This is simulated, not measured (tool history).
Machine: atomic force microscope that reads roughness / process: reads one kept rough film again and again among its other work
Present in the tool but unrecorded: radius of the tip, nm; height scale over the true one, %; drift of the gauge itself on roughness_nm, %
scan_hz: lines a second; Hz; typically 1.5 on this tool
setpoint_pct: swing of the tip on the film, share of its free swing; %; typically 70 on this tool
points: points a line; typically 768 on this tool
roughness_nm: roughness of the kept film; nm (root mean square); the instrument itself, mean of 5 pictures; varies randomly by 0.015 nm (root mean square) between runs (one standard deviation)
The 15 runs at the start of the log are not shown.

| run | hour | scan_hz | setpoint_pct | points | pictures with this tip | hours of work since the height scale was calibrated | roughness_nm |
|---|---|---|---|---|---|---|---|
| 16 | 123.5 | 2.18 | 70 | 768 | 69 | 20 | 3.346 |
| 17 | 133.8 | 1.5 | 70 | 768 | 86 | 24 | 3.373 |
| 18 | 140.1 | 1.66 | 81 | 625 | 95 | 27 | 3.17 |
|  | 144.3 | height scale calibrated on a step standard, once more |
| 19 | 146.8 | 1.66 | 81 | 625 | 104 | 1 | 3.153 |
| 20 | 158.1 | 1.72 | 81 | 768 | 122 | 6 | 3.092 |
| 21 | 164.7 | 0.52 | 81 | 768 | 132 | 9 | 3.348 |
| 22 | 173.9 | 1.06 | 70 | 356 | 147 | 13 | 3.252 |
| 23 | 181.4 | 3 | 74 | 668 | 159 | 17 | 2.899 |
| 24 | 187.9 | 1.5 | 77 | 719 | 169 | 20 | 3.088 |
| 25 | 199.7 | 1.5 | 77 | 719 | 187 | 25 | 3.04 |

Estimate the outcome of run 26 from the log above:
| 26 | 211.3 | 1.5 | 77 | 719 | 206 | 30 | ? |

roughness_nm: 2.986 nm (root mean square)
Without the tool's hidden state the same run would have given roughness_nm 3.593 nm (root mean square).
